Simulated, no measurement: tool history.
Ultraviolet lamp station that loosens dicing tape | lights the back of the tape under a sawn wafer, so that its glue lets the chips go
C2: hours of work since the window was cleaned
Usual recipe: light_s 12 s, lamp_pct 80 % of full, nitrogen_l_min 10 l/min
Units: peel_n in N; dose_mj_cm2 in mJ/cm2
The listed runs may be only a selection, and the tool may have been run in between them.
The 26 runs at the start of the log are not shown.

run 27 hour=1232.2 | light_s=14 lamp_pct=60 nitrogen_l_min=4 | hours_of_work_of_the_lamp=30 C2=354 | peel_n=2.217 dose_mj_cm2=294
run 28 hour=1272.3 | light_s=8 lamp_pct=77 nitrogen_l_min=10 | hours_of_work_of_the_lamp=58 C2=382 | peel_n=1.962 dose_mj_cm2=213
run 29 hour=1299.6 | light_s=8 lamp_pct=77 nitrogen_l_min=10 | hours_of_work_of_the_lamp=77 C2=400 | peel_n=1.965 dose_mj_cm2=210
run 30 hour=1362.6 | light_s=22 lamp_pct=83 nitrogen_l_min=7 | hours_of_work_of_the_lamp=120 C2=444 | peel_n=0.295 dose_mj_cm2=618
run 31 hour=1395.7 | light_s=6 lamp_pct=76 nitrogen_l_min=10 | hours_of_work_of_the_lamp=143 C2=466 | peel_n=2.948 dose_mj_cm2=156
run 32 hour=1431.8 | light_s=7 lamp_pct=87 nitrogen_l_min=6 | hours_of_work_of_the_lamp=167 C2=491 | peel_n=2.702 dose_mj_cm2=202
run 33 hour=1458.8 | light_s=12 lamp_pct=80 nitrogen_l_min=19 | hours_of_work_of_the_lamp=186 C2=510 | peel_n=0.641 dose_mj_cm2=318
run 34 hour=1515 | light_s=7 lamp_pct=82 nitrogen_l_min=5 | hours_of_work_of_the_lamp=225 C2=548 | peel_n=3.19 dose_mj_cm2=184
run 35 hour=1545.9 | light_s=13 lamp_pct=80 nitrogen_l_min=13 | hours_of_work_of_the_lamp=246 C2=569 | peel_n=0.743 dose_mj_cm2=335
-- hour=1578 window cleaned of glue's vapour
run 36 hour=1584.7 | light_s=8 lamp_pct=80 nitrogen_l_min=4 | hours_of_work_of_the_lamp=272 C2=5 | peel_n=2.866 dose_mj_cm2=234
run 37 hour=1625.4 | light_s=15 lamp_pct=61 nitrogen_l_min=5 | hours_of_work_of_the_lamp=300 C2=33 | peel_n=1.654 dose_mj_cm2=332
run 38 hour=1677.5 | light_s=7 lamp_pct=95 nitrogen_l_min=9 | hours_of_work_of_the_lamp=336 C2=68 | peel_n=1.816 dose_mj_cm2=235
run 39 hour=1735.1 | light_s=8 lamp_pct=83 nitrogen_l_min=10 | hours_of_work_of_the_lamp=375 C2=108 | peel_n=1.749 dose_mj_cm2=232
run 40 hour=1778.9 | light_s=8 lamp_pct=62 nitrogen_l_min=3 | hours_of_work_of_the_lamp=405 C2=138 | peel_n=4.072 dose_mj_cm2=170
run 41 hour=1811.6 | light_s=18 lamp_pct=65 nitrogen_l_min=5 | hours_of_work_of_the_lamp=428 C2=160 | peel_n=1.145 dose_mj_cm2=400
run 42 hour=1853.6 | light_s=12 lamp_pct=61 nitrogen_l_min=14 | hours_of_work_of_the_lamp=457 C2=189 | peel_n=1.235 dose_mj_cm2=244
run 43 hour=1905.6 | light_s=17 lamp_pct=64 nitrogen_l_min=10 | hours_of_work_of_the_lamp=492 C2=225 | peel_n=0.75 dose_mj_cm2=366

Branching from run 43: 3 alternative next runs. What would each branch give?
run A hour=1968.8 | light_s=18 lamp_pct=73 nitrogen_l_min=16 | hours_of_work_of_the_lamp=536 C2=268 | peel_n=? dose_mj_cm2=?
run B hour=1968.8 | light_s=20 lamp_pct=68 nitrogen_l_min=13 | hours_of_work_of_the_lamp=536 C2=268 | peel_n=? dose_mj_cm2=?
run C hour=1968.8 | light_s=12 lamp_pct=80 nitrogen_l_min=16 | hours_of_work_of_the_lamp=536 C2=268 | peel_n=? dose_mj_cm2=?

run=A peel_n=0.349 dose_mj_cm2=437
run=B peel_n=0.394 dose_mj_cm2=444
run=C peel_n=0.738 dose_mj_cm2=314
Take away the tool's hidden state, keep each run's random variation, and the runs would have read:
run=A peel_n=0.234 dose_mj_cm2=513
run=B peel_n=0.266 dose_mj_cm2=522
run=C peel_n=0.508 dose_mj_cm2=369
